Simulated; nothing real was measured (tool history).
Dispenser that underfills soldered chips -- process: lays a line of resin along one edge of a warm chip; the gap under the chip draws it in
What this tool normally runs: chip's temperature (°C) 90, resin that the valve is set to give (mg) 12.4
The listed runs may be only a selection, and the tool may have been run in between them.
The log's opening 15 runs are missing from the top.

run   hour  chip's temperature (°C)  resin that the valve is set to give (mg)  time until the resin shows at the far edge (s)  resin that the valve gave (mg)
     169.1  -- new syringe of resin
 16    173                       90                                      12.4                                           171.9                           11.81
       180  -- new syringe of resin
 17  180.8                      100                                      12.4                                            93.7                           11.77
     190.4  -- new syringe of resin
 18  192.2                       99                                      13.6                                            98.2                           12.88
     196.8  -- dispensing valve cleaned and set on the balance
     201.7  -- new syringe of resin
 19  204.2                       81                                      12.7                                           238.1                           12.72
     212.6  -- new syringe of resin
 20  214.3                       94                                      12.4                                           127.5                           12.39
     222.6  -- new syringe of resin
 21  227.3                       94                                      12.4                                           148.6                           12.28
     232.4  -- new syringe of resin
 22  238.8                       76                                      13.9                                           363.1                           13.71
     241.2  -- stage's temperature calibrated
     243.7  -- new syringe of resin
 23  246.7                       89                                      13.5                                             147                           13.31
     253.8  -- new syringe of resin
 24  255.2                       79                                      15.6                                           221.3                           15.36
     264.3  -- new syringe of resin
 25    271                       79                                      15.6                                           281.7                           15.28
     274.3  -- new syringe of resin
 26  282.4                       89                                        15                                           188.6                           14.72
     284.2  -- new syringe of resin
 27    291                       80                                      15.4                                           276.8                           14.96
     294.5  -- new syringe of resin
     304.5  -- new syringe of resin
 28    307                       81                                      12.5                                           221.5                           12.17
     314.4  -- new syringe of resin
 29  314.4                       87                                      14.5                                           143.1                           13.98
     324.8  -- new syringe of resin
 30  328.4                       89                                      13.4                                           161.9                           12.93
     335.2  -- new syringe of resin
 31  337.8                       89                                      15.6                                           150.7                           14.89
     345.1  -- new syringe of resin
 32  346.7                       96                                        11                                           113.2                           10.54
     354.8  -- new syringe of resin
 33  358.1                       96                                        11                                           119.8                           10.47

Predict each of these 3 candidate next runs independently; none follows another, all start after run 33:
     363.2  -- dispensing valve cleaned and set on the balance
     366.1  -- new syringe of resin
  A  372.4                       93                                      13.4                                               ?                               ?
     363.2  -- dispensing valve cleaned and set on the balance
     366.1  -- new syringe of resin
  B  372.4                       90                                      11.2                                               ?                               ?
     363.2  -- dispensing valve cleaned and set on the balance
     366.1  -- new syringe of resin
  C  372.4                       86                                      12.4                                               ?                               ?

run  time until the resin shows at the far edge (s)  resin that the valve gave (mg)
  A                                           147.7                           13.38
  B                                           171.9                           11.22
  C                                           201.8                           12.41
With the hidden condition removed and each run's random variation left untouched, the same runs would have given:
run  time until the resin shows at the far edge (s)  resin that the valve gave (mg)
  A                                           107.2                           13.39
  B                                           124.7                           11.23
  C                                           146.2                           12.42
